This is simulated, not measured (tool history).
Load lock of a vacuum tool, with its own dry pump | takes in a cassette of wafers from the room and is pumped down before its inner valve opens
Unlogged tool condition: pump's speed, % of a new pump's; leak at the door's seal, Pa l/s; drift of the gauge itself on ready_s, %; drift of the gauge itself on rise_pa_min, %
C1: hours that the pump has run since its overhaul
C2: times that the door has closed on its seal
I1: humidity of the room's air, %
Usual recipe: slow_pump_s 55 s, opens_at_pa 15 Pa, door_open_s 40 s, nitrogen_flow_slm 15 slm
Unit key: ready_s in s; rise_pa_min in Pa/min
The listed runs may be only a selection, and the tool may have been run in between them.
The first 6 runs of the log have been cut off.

{"run": 7, "hour": 383.6, "slow_pump_s": 55, "opens_at_pa": 15, "door_open_s": 143, "nitrogen_flow_slm": 5, "C1": 611, "C2": 1287, "I1": 44.4, "ready_s": 127.1, "rise_pa_min": 0.069}
{"run": 8, "hour": 445.9, "slow_pump_s": 55, "opens_at_pa": 15, "door_open_s": 143, "nitrogen_flow_slm": 5, "C1": 673, "C2": 1397, "I1": 46, "ready_s": 124.2, "rise_pa_min": 0.073}
{"run": 9, "hour": 485.2, "slow_pump_s": 55, "opens_at_pa": 15, "door_open_s": 143, "nitrogen_flow_slm": 5, "C1": 712, "C2": 1466, "I1": 47.2, "ready_s": 125.5, "rise_pa_min": 0.08}
{"run": 10, "hour": 528.5, "slow_pump_s": 55, "opens_at_pa": 15, "door_open_s": 40, "nitrogen_flow_slm": 15, "C1": 756, "C2": 1542, "I1": 48.7, "ready_s": 126.6, "rise_pa_min": 0.036}
{"run": 11, "hour": 596.5, "slow_pump_s": 55, "opens_at_pa": 15, "door_open_s": 40, "nitrogen_flow_slm": 15, "C1": 824, "C2": 1661, "I1": 46.2, "ready_s": 127, "rise_pa_min": 0.039}
{"run": 12, "hour": 680.8, "slow_pump_s": 55, "opens_at_pa": 15, "door_open_s": 33, "nitrogen_flow_slm": 15, "C1": 908, "C2": 1809, "I1": 46.3, "ready_s": 126.1, "rise_pa_min": 0.031}
{"run": 13, "hour": 734.8, "slow_pump_s": 55, "opens_at_pa": 18, "door_open_s": 40, "nitrogen_flow_slm": 15, "C1": 962, "C2": 1904, "I1": 42.5, "ready_s": 125.7, "rise_pa_min": 0.037}
{"run": 14, "hour": 796.2, "slow_pump_s": 55, "opens_at_pa": 18, "door_open_s": 40, "nitrogen_flow_slm": 23, "C1": 1023, "C2": 2012, "I1": 41.6, "ready_s": 125.6, "rise_pa_min": 0.024}
{"run": 15, "hour": 852.9, "slow_pump_s": 55, "opens_at_pa": 18, "door_open_s": 40, "nitrogen_flow_slm": 23, "C1": 1080, "C2": 2112, "I1": 45.7, "ready_s": 124.9, "rise_pa_min": 0.03}
{"run": 16, "hour": 941.0, "slow_pump_s": 55, "opens_at_pa": 18, "door_open_s": 40, "nitrogen_flow_slm": 23, "C1": 1168, "C2": 2267, "I1": 47.5, "ready_s": 124.8, "rise_pa_min": 0.031}
{"run": 17, "hour": 996.5, "slow_pump_s": 34, "opens_at_pa": 11, "door_open_s": 40, "nitrogen_flow_slm": 15, "C1": 1224, "C2": 2365, "I1": 43.7, "ready_s": 114.5, "rise_pa_min": 0.028}
{"run": 18, "hour": 1046.5, "slow_pump_s": 51, "opens_at_pa": 29, "door_open_s": 37, "nitrogen_flow_slm": 28, "C1": 1274, "C2": 2452, "I1": 46, "ready_s": 116.9, "rise_pa_min": 0.027}
{"run": 19, "hour": 1104.4, "slow_pump_s": 51, "opens_at_pa": 29, "door_open_s": 37, "nitrogen_flow_slm": 28, "C1": 1332, "C2": 2554, "I1": 42.1, "ready_s": 117.7, "rise_pa_min": 0.022}
{"run": 20, "hour": 1149.1, "slow_pump_s": 49, "opens_at_pa": 15, "door_open_s": 40, "nitrogen_flow_slm": 15, "C1": 1376, "C2": 2633, "I1": 40.5, "ready_s": 121.8, "rise_pa_min": 0.029}
{"run": 21, "hour": 1227.3, "slow_pump_s": 49, "opens_at_pa": 15, "door_open_s": 40, "nitrogen_flow_slm": 15, "C1": 1455, "C2": 2770, "I1": 40.7, "ready_s": 122.1, "rise_pa_min": 0.032}
{"run": 22, "hour": 1287.8, "slow_pump_s": 49, "opens_at_pa": 13, "door_open_s": 55, "nitrogen_flow_slm": 21, "C1": 1515, "C2": 2877, "I1": 48.9, "ready_s": 123.9, "rise_pa_min": 0.035}
{"run": 23, "hour": 1334.0, "slow_pump_s": 49, "opens_at_pa": 13, "door_open_s": 109, "nitrogen_flow_slm": 5, "C1": 1561, "C2": 2958, "I1": 43.2, "ready_s": 124.4, "rise_pa_min": 0.062}
{"run": 24, "hour": 1402.1, "slow_pump_s": 44, "opens_at_pa": 19, "door_open_s": 110, "nitrogen_flow_slm": 15, "C1": 1629, "C2": 3078, "I1": 49.6, "ready_s": 116.2, "rise_pa_min": 0.06}
{"run": 25, "hour": 1484.3, "slow_pump_s": 36, "opens_at_pa": 23, "door_open_s": 40, "nitrogen_flow_slm": 15, "C1": 1711, "C2": 3222, "I1": 43.2, "ready_s": 110.5, "rise_pa_min": 0.036}
{"run": 26, "hour": 1528.5, "slow_pump_s": 43, "opens_at_pa": 15, "door_open_s": 152, "nitrogen_flow_slm": 15, "C1": 1756, "C2": 3300, "I1": 42.8, "ready_s": 118.7, "rise_pa_min": 0.057}
{"run": 27, "hour": 1601.9, "slow_pump_s": 43, "opens_at_pa": 15, "door_open_s": 152, "nitrogen_flow_slm": 15, "C1": 1829, "C2": 3429, "I1": 46.8, "ready_s": 118.7, "rise_pa_min": 0.063}
{"run": 28, "hour": 1665.5, "slow_pump_s": 77, "opens_at_pa": 15, "door_open_s": 40, "nitrogen_flow_slm": 6, "C1": 1893, "C2": 3541, "I1": 44.9, "ready_s": 142.7, "rise_pa_min": 0.035}
{"run": 29, "hour": 1705.1, "slow_pump_s": 57, "opens_at_pa": 15, "door_open_s": 40, "nitrogen_flow_slm": 7, "C1": 1932, "C2": 3610, "I1": 47.6, "ready_s": 128.7, "rise_pa_min": 0.037}
{"run": 30, "hour": 1762.4, "slow_pump_s": 80, "opens_at_pa": 15, "door_open_s": 40, "nitrogen_flow_slm": 23, "C1": 1990, "C2": 3711, "I1": 49.1, "ready_s": 145.4, "rise_pa_min": 0.028}
{"run": 31, "hour": 1852.7, "slow_pump_s": 80, "opens_at_pa": 15, "door_open_s": 40, "nitrogen_flow_slm": 23, "C1": 2080, "C2": 3870, "I1": 44.3, "ready_s": 143.3, "rise_pa_min": 0.031}

What if the next run were any one of these 5? Each begins from the tool's condition after run 31:
{"run": "A", "hour": 1903.2, "slow_pump_s": 55, "opens_at_pa": 12, "door_open_s": 36, "nitrogen_flow_slm": 23, "C1": 2130, "C2": 3958, "I1": 42.9, "ready_s": "?", "rise_pa_min": "?"}
{"run": "B", "hour": 1903.2, "slow_pump_s": 61, "opens_at_pa": 15, "door_open_s": 73, "nitrogen_flow_slm": 15, "C1": 2130, "C2": 3958, "I1": 48.3, "ready_s": "?", "rise_pa_min": "?"}
{"run": "C", "hour": 1903.2, "slow_pump_s": 80, "opens_at_pa": 15, "door_open_s": 40, "nitrogen_flow_slm": 27, "C1": 2130, "C2": 3958, "I1": 41.7, "ready_s": "?", "rise_pa_min": "?"}
{"run": "D", "hour": 1903.2, "slow_pump_s": 61, "opens_at_pa": 13, "door_open_s": 85, "nitrogen_flow_slm": 23, "C1": 2130, "C2": 3958, "I1": 42.2, "ready_s": "?", "rise_pa_min": "?"}
{"run": "E", "hour": 1903.2, "slow_pump_s": 90, "opens_at_pa": 16, "door_open_s": 40, "nitrogen_flow_slm": 15, "C1": 2130, "C2": 3958, "I1": 45.1, "ready_s": "?", "rise_pa_min": "?"}

run=A ready_s=127.3 rise_pa_min=0.028
run=B ready_s=131.2 rise_pa_min=0.048
run=C ready_s=145.7 rise_pa_min=0.027
run=D ready_s=132.7 rise_pa_min=0.039
run=E ready_s=151.5 rise_pa_min=0.033
What these runs would have given with no unlogged condition in the tool:
run=A ready_s=127.3 rise_pa_min=0.027
run=B ready_s=131.2 rise_pa_min=0.048
run=C ready_s=145.7 rise_pa_min=0.027
run=D ready_s=132.6 rise_pa_min=0.039
run=E ready_s=151.5 rise_pa_min=0.033
